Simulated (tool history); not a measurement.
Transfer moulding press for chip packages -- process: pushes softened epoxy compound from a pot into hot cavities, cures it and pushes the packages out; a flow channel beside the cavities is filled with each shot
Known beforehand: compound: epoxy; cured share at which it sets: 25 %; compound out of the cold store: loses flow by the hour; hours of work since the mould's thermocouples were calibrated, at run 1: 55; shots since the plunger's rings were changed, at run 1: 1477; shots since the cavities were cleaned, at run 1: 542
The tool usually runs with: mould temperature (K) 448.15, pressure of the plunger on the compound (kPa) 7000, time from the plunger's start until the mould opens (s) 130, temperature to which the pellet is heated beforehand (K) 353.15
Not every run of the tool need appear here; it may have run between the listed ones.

run,hour,mould temperature (K),pressure of the plunger on the compound (kPa),time from the plunger's start until the mould opens (s),temperature to which the pellet is heated beforehand (K),hours of work since the mould's thermocouples were calibrated,shots since the plunger's rings were changed,shots since the cavities were cleaned,incoming compound's hours out of the cold store,length that the compound runs in the flow channel (mm),greatest force on the pins that push the packages out (N)
1,0.0,448.15,7000,130,353.15,55,1477,542,25.7,878,538
# hour 36.6: cavities cleaned with cleaning compound and waxed
2,73.0,448.15,7000,130,353.15,97,2050,292,18.3,895,500
3,121.9,448.15,7000,130,353.15,126,2440,682,45.0,795,540
# hour 142.0: cavities cleaned with cleaning compound and waxed
4,173.6,448.15,7000,111,353.15,155,2842,253,32.6,838,615
5,219.4,448.15,7000,111,353.15,182,3209,620,27.5,835,749
# hour 246.5: cavities cleaned with cleaning compound and waxed
6,305.8,448.15,7000,111,353.15,233,3888,474,16.7,863,694
# hour 322.1: plunger's sealing rings changed
# hour 350.3: cavities cleaned with cleaning compound and waxed
7,376.8,448.15,7000,111,353.15,272,426,212,39.2,854,627
8,430.8,448.15,7710,130,353.15,304,858,644,41.1,878,541
# hour 457.9: cavities cleaned with cleaning compound and waxed
9,476.3,448.15,8390,130,353.15,330,1210,148,40.6,923,449
10,554.2,448.15,7000,130,353.15,376,1833,771,18.6,891,541
# hour 561.4: cavities cleaned with cleaning compound and waxed
11,608.9,448.15,7000,130,353.15,407,2259,380,41.5,812,483
12,646.5,448.15,7000,130,353.15,430,2559,680,46.8,801,533
# hour 667.6: cavities cleaned with cleaning compound and waxed
13,716.2,448.15,7000,123,353.15,470,3105,389,35.2,822,535
14,763.9,448.15,7000,123,353.15,498,3487,771,11.4,877,606
# hour 769.6: cavities cleaned with cleaning compound and waxed
15,813.9,447.15,7000,111,350.15,527,3874,354,47.6,783,663
# hour 830.8: plunger's sealing rings changed
16,854.3,448.15,7000,114,349.15,549,188,658,9.3,954,717
# hour 878.7: cavities cleaned with cleaning compound and waxed
17,915.8,448.15,7000,153,345.15,585,668,297,39.2,858,418
# hour 982.1: cavities cleaned with cleaning compound and waxed
18,990.0,450.15,7000,139,360.15,628,1250,64,40.1,815,381
# hour 1035.4: mould's thermocouples calibrated
19,1035.4,450.15,7000,139,360.15,0,1597,411,47.5,808,456
# hour 1084.6: cavities cleaned with cleaning compound and waxed
20,1090.9,448.15,6270,154,360.15,32,2028,50,23.3,818,359
21,1151.3,448.15,6270,154,360.15,68,2512,534,29.8,809,471
# hour 1191.1: cavities cleaned with cleaning compound and waxed
22,1204.3,446.15,7000,130,353.15,98,2923,105,36.6,838,472
23,1265.7,446.15,7000,130,353.15,134,3415,597,32.0,822,624
# hour 1298.4: cavities cleaned with cleaning compound and waxed
# hour 1339.3: plunger's sealing rings changed
24,1354.7,448.15,7870,113,353.15,184,124,431,12.9,973,691
# hour 1404.3: cavities cleaned with cleaning compound and waxed
25,1408.3,448.15,7910,130,353.15,215,541,32,46.0,884,401

Run 26, settings as shown, results not yet in. Your forecast:
26,1448.4,442.15,7000,130,355.15,239,862,353,19.4,?,?

For run 26 the tool returned length that the compound runs in the flow channel (mm) 955, greatest force on the pins that push the packages out (N) 745.
Without the tool's hidden state the same run would have given length that the compound runs in the flow channel (mm) 974, greatest force on the pins that push the packages out (N) 599.
